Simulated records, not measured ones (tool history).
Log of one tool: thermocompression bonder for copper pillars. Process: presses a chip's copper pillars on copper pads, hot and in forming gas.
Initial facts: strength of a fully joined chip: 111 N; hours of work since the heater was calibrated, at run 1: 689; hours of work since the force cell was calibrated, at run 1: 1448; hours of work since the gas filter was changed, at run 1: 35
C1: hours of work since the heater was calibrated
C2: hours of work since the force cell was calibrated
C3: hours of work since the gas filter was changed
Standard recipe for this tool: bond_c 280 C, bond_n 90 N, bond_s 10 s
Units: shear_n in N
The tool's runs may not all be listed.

{"run": 1, "hour": 0.0, "bond_c": 280, "bond_n": 90, "bond_s": 10, "C1": 689, "C2": 1448, "C3": 35, "shear_n": 79.0}
{"run": 2, "hour": 39.6, "bond_c": 280, "bond_n": 90, "bond_s": 10, "C1": 711, "C2": 1471, "C3": 58, "shear_n": 77.7}
{"run": 3, "hour": 72.7, "bond_c": 280, "bond_n": 90, "bond_s": 10, "C1": 731, "C2": 1490, "C3": 77, "shear_n": 75.6}
{"run": 4, "hour": 113.1, "bond_c": 280, "bond_n": 90, "bond_s": 10, "C1": 754, "C2": 1513, "C3": 101, "shear_n": 75.0}
{"run": 5, "hour": 172.3, "bond_c": 280, "bond_n": 90, "bond_s": 10, "C1": 788, "C2": 1548, "C3": 135, "shear_n": 74.7}
{"run": 6, "hour": 238.6, "bond_c": 280, "bond_n": 90, "bond_s": 16, "C1": 827, "C2": 1586, "C3": 173, "shear_n": 80.5}
{"hour": 248.4, "done": "forming gas filter changed"}
{"run": 7, "hour": 287.1, "bond_c": 279, "bond_n": 90, "bond_s": 10, "C1": 854, "C2": 1614, "C3": 22, "shear_n": 77.2}
{"run": 8, "hour": 333.9, "bond_c": 279, "bond_n": 90, "bond_s": 10, "C1": 881, "C2": 1641, "C3": 49, "shear_n": 76.6}
{"run": 9, "hour": 403.5, "bond_c": 280, "bond_n": 90, "bond_s": 11, "C1": 922, "C2": 1681, "C3": 90, "shear_n": 78.4}
{"run": 10, "hour": 458.8, "bond_c": 264, "bond_n": 90, "bond_s": 10, "C1": 954, "C2": 1713, "C3": 122, "shear_n": 61.5}
{"run": 11, "hour": 492.2, "bond_c": 264, "bond_n": 90, "bond_s": 10, "C1": 973, "C2": 1732, "C3": 141, "shear_n": 61.7}
{"hour": 554.5, "done": "forming gas filter changed"}
{"run": 12, "hour": 554.5, "bond_c": 264, "bond_n": 90, "bond_s": 10, "C1": 1009, "C2": 1768, "C3": 0, "shear_n": 66.9}
{"run": 13, "hour": 621.2, "bond_c": 264, "bond_n": 90, "bond_s": 10, "C1": 1047, "C2": 1807, "C3": 39, "shear_n": 64.4}
{"run": 14, "hour": 656.0, "bond_c": 264, "bond_n": 90, "bond_s": 10, "C1": 1067, "C2": 1827, "C3": 59, "shear_n": 63.2}
{"run": 15, "hour": 694.6, "bond_c": 260, "bond_n": 90, "bond_s": 10, "C1": 1090, "C2": 1849, "C3": 81, "shear_n": 59.9}
{"run": 16, "hour": 771.2, "bond_c": 280, "bond_n": 90, "bond_s": 13, "C1": 1134, "C2": 1893, "C3": 125, "shear_n": 79.0}
{"run": 17, "hour": 844.7, "bond_c": 280, "bond_n": 90, "bond_s": 13, "C1": 1177, "C2": 1936, "C3": 168, "shear_n": 76.7}
{"hour": 858.0, "done": "force cell calibrated"}
{"hour": 865.1, "done": "forming gas filter changed"}
{"run": 18, "hour": 891.2, "bond_c": 280, "bond_n": 73, "bond_s": 10, "C1": 1202, "C2": 19, "C3": 15, "shear_n": 66.0}
{"run": 19, "hour": 931.8, "bond_c": 280, "bond_n": 90, "bond_s": 22, "C1": 1226, "C2": 42, "C3": 39, "shear_n": 86.5}
{"run": 20, "hour": 1004.3, "bond_c": 280, "bond_n": 68, "bond_s": 10, "C1": 1268, "C2": 84, "C3": 81, "shear_n": 59.3}
{"run": 21, "hour": 1042.3, "bond_c": 264, "bond_n": 90, "bond_s": 10, "C1": 1290, "C2": 106, "C3": 103, "shear_n": 57.8}
{"hour": 1096.8, "done": "heater calibrated with a thermocouple chip"}
{"run": 22, "hour": 1117.7, "bond_c": 264, "bond_n": 99, "bond_s": 23, "C1": 12, "C2": 149, "C3": 145, "shear_n": 82.7}
{"run": 23, "hour": 1161.4, "bond_c": 268, "bond_n": 79, "bond_s": 10, "C1": 37, "C2": 174, "C3": 170, "shear_n": 57.9}
{"hour": 1176.9, "done": "forming gas filter changed"}
{"run": 24, "hour": 1234.8, "bond_c": 280, "bond_n": 108, "bond_s": 28, "C1": 80, "C2": 216, "C3": 33, "shear_n": 101.2}
{"run": 25, "hour": 1283.9, "bond_c": 280, "bond_n": 99, "bond_s": 7, "C1": 108, "C2": 245, "C3": 62, "shear_n": 74.5}
{"run": 26, "hour": 1332.3, "bond_c": 280, "bond_n": 99, "bond_s": 7, "C1": 136, "C2": 273, "C3": 90, "shear_n": 73.1}
{"run": 27, "hour": 1388.3, "bond_c": 280, "bond_n": 99, "bond_s": 7, "C1": 168, "C2": 305, "C3": 122, "shear_n": 72.2}
{"run": 28, "hour": 1463.2, "bond_c": 302, "bond_n": 99, "bond_s": 15, "C1": 212, "C2": 348, "C3": 166, "shear_n": 93.4}
{"hour": 1488.0, "done": "forming gas filter changed"}
{"run": 29, "hour": 1524.3, "bond_c": 302, "bond_n": 99, "bond_s": 15, "C1": 247, "C2": 383, "C3": 21, "shear_n": 100.3}
{"run": 30, "hour": 1578.3, "bond_c": 302, "bond_n": 99, "bond_s": 15, "C1": 278, "C2": 415, "C3": 52, "shear_n": 99.6}
{"run": 31, "hour": 1630.3, "bond_c": 302, "bond_n": 99, "bond_s": 15, "C1": 308, "C2": 445, "C3": 82, "shear_n": 96.8}
{"run": 32, "hour": 1684.7, "bond_c": 302, "bond_n": 99, "bond_s": 15, "C1": 339, "C2": 476, "C3": 114, "shear_n": 97.8}
{"run": 33, "hour": 1750.1, "bond_c": 302, "bond_n": 99, "bond_s": 15, "C1": 377, "C2": 514, "C3": 152, "shear_n": 94.4}
{"run": 34, "hour": 1782.4, "bond_c": 280, "bond_n": 92, "bond_s": 14, "C1": 396, "C2": 533, "C3": 170, "shear_n": 78.4}
{"hour": 1799.2, "done": "forming gas filter changed"}
{"run": 35, "hour": 1842.7, "bond_c": 280, "bond_n": 92, "bond_s": 14, "C1": 431, "C2": 567, "C3": 25, "shear_n": 84.5}
{"run": 36, "hour": 1907.4, "bond_c": 280, "bond_n": 118, "bond_s": 5, "C1": 468, "C2": 605, "C3": 63, "shear_n": 74.1}
{"run": 37, "hour": 1975.8, "bond_c": 280, "bond_n": 118, "bond_s": 5, "C1": 508, "C2": 644, "C3": 102, "shear_n": 71.5}
{"run": 38, "hour": 2027.4, "bond_c": 280, "bond_n": 118, "bond_s": 5, "C1": 537, "C2": 674, "C3": 132, "shear_n": 71.9}

Consider 5 possible next runs. They are alternatives, not a sequence: every one starts from the tool as it was left by run 38. What does each give?
{"run": "A", "hour": 2087.7, "bond_c": 280, "bond_n": 105, "bond_s": 5, "C1": 572, "C2": 709, "C3": 167, "shear_n": "?"}
{"run": "B", "hour": 2087.7, "bond_c": 280, "bond_n": 118, "bond_s": 10, "C1": 572, "C2": 709, "C3": 167, "shear_n": "?"}
{"run": "C", "hour": 2087.7, "bond_c": 280, "bond_n": 90, "bond_s": 17, "C1": 572, "C2": 709, "C3": 167, "shear_n": "?"}
{"run": "D", "hour": 2087.7, "bond_c": 280, "bond_n": 126, "bond_s": 10, "C1": 572, "C2": 709, "C3": 167, "shear_n": "?"}
{"run": "E", "hour": 2087.7, "bond_c": 280, "bond_n": 72, "bond_s": 10, "C1": 572, "C2": 709, "C3": 167, "shear_n": "?"}

run=A shear_n=64.7
run=B shear_n=80.5
run=C shear_n=80.5
run=D shear_n=84.4
run=E shear_n=62.3
With the hidden condition removed and each run's random variation left untouched, the same runs would have given:
run=A shear_n=72.8
run=B shear_n=89.9
run=C shear_n=90.0
run=D shear_n=94.0
run=E shear_n=70.2

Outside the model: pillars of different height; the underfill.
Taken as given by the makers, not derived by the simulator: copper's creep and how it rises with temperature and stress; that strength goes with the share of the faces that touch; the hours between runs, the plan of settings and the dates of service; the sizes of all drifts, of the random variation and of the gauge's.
